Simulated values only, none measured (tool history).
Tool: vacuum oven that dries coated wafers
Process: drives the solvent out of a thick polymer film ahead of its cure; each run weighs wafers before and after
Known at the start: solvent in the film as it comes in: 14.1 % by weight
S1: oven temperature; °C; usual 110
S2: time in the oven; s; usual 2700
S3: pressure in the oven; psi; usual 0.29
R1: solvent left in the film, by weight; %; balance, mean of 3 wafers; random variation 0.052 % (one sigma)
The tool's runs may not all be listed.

{"run": 1, "hour": 0.0, "S1": 110, "S2": 2700, "S3": 0.29, "R1": 1.42}
{"run": 2, "hour": 32.3, "S1": 110, "S2": 2700, "S3": 0.29, "R1": 1.37}
{"run": 3, "hour": 57.1, "S1": 110, "S2": 2700, "S3": 0.29, "R1": 1.34}
{"run": 4, "hour": 97.4, "S1": 110, "S2": 2700, "S3": 0.29, "R1": 1.41}
{"run": 5, "hour": 138.2, "S1": 110, "S2": 2700, "S3": 0.6, "R1": 2.26}
{"run": 6, "hour": 164.7, "S1": 110, "S2": 2700, "S3": 0.6, "R1": 2.48}
{"run": 7, "hour": 184.4, "S1": 110, "S2": 1860, "S3": 0.6, "R1": 3}
{"run": 8, "hour": 216.7, "S1": 110, "S2": 1860, "S3": 0.16, "R1": 1.55}
{"run": 9, "hour": 233.8, "S1": 110, "S2": 1860, "S3": 0.16, "R1": 1.55}
{"run": 10, "hour": 263.9, "S1": 110, "S2": 1860, "S3": 0.16, "R1": 1.66}
{"run": 11, "hour": 286.3, "S1": 110, "S2": 1860, "S3": 0.16, "R1": 1.52}
{"run": 12, "hour": 305.4, "S1": 110, "S2": 1860, "S3": 0.16, "R1": 1.59}
{"run": 13, "hour": 327.6, "S1": 110, "S2": 1860, "S3": 0.16, "R1": 1.51}
{"run": 14, "hour": 352.2, "S1": 110, "S2": 1860, "S3": 0.16, "R1": 1.53}
{"run": 15, "hour": 373.1, "S1": 110, "S2": 1860, "S3": 0.16, "R1": 1.59}
{"run": 16, "hour": 399.4, "S1": 110, "S2": 1860, "S3": 0.16, "R1": 1.59}
{"run": 17, "hour": 433.4, "S1": 110, "S2": 2700, "S3": 0.815, "R1": 3.15}
{"run": 18, "hour": 466.7, "S1": 110, "S2": 2700, "S3": 0.815, "R1": 3.04}
{"run": 19, "hour": 500.6, "S1": 110, "S2": 2700, "S3": 0.815, "R1": 3.07}
{"run": 20, "hour": 537.4, "S1": 110, "S2": 2700, "S3": 0.815, "R1": 3.07}
{"run": 21, "hour": 571.9, "S1": 110, "S2": 2700, "S3": 0.223, "R1": 1.23}
{"hour": 589.1, "done": "oven's thermocouples calibrated"}
{"run": 22, "hour": 597.9, "S1": 99, "S2": 1680, "S3": 0.29, "R1": 5.42}
{"run": 23, "hour": 633.1, "S1": 99, "S2": 1680, "S3": 0.29, "R1": 5.42}
{"run": 24, "hour": 651.9, "S1": 110, "S2": 1920, "S3": 0.252, "R1": 2.05}
{"run": 25, "hour": 693.2, "S1": 121, "S2": 1920, "S3": 0.837, "R1": 2.32}
{"run": 26, "hour": 722.2, "S1": 121, "S2": 1920, "S3": 0.837, "R1": 2.26}
{"run": 27, "hour": 745.9, "S1": 109, "S2": 2400, "S3": 0.181, "R1": 1.62}
{"run": 28, "hour": 781.3, "S1": 109, "S2": 2400, "S3": 0.181, "R1": 1.65}
{"run": 29, "hour": 814.9, "S1": 104, "S2": 3480, "S3": 0.35, "R1": 2.35}
{"run": 30, "hour": 844.7, "S1": 104, "S2": 1560, "S3": 0.857, "R1": 6.25}
{"run": 31, "hour": 865.1, "S1": 104, "S2": 1560, "S3": 0.857, "R1": 6.25}
{"run": 32, "hour": 896.5, "S1": 103, "S2": 2700, "S3": 0.178, "R1": 2.26}
{"run": 33, "hour": 922.5, "S1": 123, "S2": 1980, "S3": 0.29, "R1": 0.89}
{"run": 34, "hour": 956.6, "S1": 102, "S2": 1980, "S3": 1.114, "R1": 7.17}
{"run": 35, "hour": 987.8, "S1": 107, "S2": 2700, "S3": 1.146, "R1": 5.1}
{"run": 36, "hour": 1014.7, "S1": 110, "S2": 1920, "S3": 0.234, "R1": 1.94}
{"run": 37, "hour": 1035.8, "S1": 110, "S2": 2760, "S3": 0.788, "R1": 3.35}
{"run": 38, "hour": 1061.2, "S1": 110, "S2": 2760, "S3": 0.788, "R1": 3.34}
{"run": 39, "hour": 1080.3, "S1": 110, "S2": 4020, "S3": 0.788, "R1": 3}
{"run": 40, "hour": 1115.6, "S1": 113, "S2": 4620, "S3": 0.263, "R1": 1.1}

3 ways to go on from here, each from the tool as it stands after run 40. What would each give?
{"run": "A", "hour": 1140.2, "S1": 113, "S2": 1920, "S3": 0.263, "R1": "?"}
{"run": "B", "hour": 1140.2, "S1": 100, "S2": 2040, "S3": 0.247, "R1": "?"}
{"run": "C", "hour": 1140.2, "S1": 110, "S2": 4200, "S3": 0.222, "R1": "?"}

run=A R1=1.71
run=B R1=4.35
run=C R1=1.22
Without the tool's hidden state the same runs would have given:
run=A R1=1.49
run=B R1=4.07
run=C R1=0.94
